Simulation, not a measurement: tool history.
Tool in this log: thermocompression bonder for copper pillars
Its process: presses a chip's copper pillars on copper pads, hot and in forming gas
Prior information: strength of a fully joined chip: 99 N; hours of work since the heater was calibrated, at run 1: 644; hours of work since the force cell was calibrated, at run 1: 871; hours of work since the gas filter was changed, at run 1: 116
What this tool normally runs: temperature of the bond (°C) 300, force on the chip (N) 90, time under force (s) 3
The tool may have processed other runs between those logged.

run,hour,temperature of the bond (°C),force on the chip (N),time under force (s),hours of work since the heater was calibrated,hours of work since the force cell was calibrated,hours of work since the gas filter was changed,force that shears a chip off (N)
1,0.0,300,90,3,644,871,116,39.1
# hour 34.7: forming gas filter changed
2,36.9,300,90,3,670,898,2,39.5
3,87.2,300,90,3,706,934,38,39.4
4,161.4,300,90,3,760,988,92,39.3
5,210.9,300,90,3,796,1024,128,39.6
# hour 231.7: forming gas filter changed
6,249.0,300,90,3,824,1051,13,39.3
7,297.9,300,90,3,859,1087,48,40.1
8,340.4,300,78,3,890,1117,79,35.7
9,379.8,304,96,4,918,1146,107,47.8
# hour 391.3: force cell calibrated
10,418.9,304,96,4,946,20,135,47.7

Run 11 has not been measured yet. What should we expect?
# hour 426.2: forming gas filter changed
11,484.8,329,58,7,993,67,42,?

{"run 11": {"force that shears a chip off (N)": 56.0}}
With no hidden state in the tool, this same run would have given force that shears a chip off (N) 56.3.

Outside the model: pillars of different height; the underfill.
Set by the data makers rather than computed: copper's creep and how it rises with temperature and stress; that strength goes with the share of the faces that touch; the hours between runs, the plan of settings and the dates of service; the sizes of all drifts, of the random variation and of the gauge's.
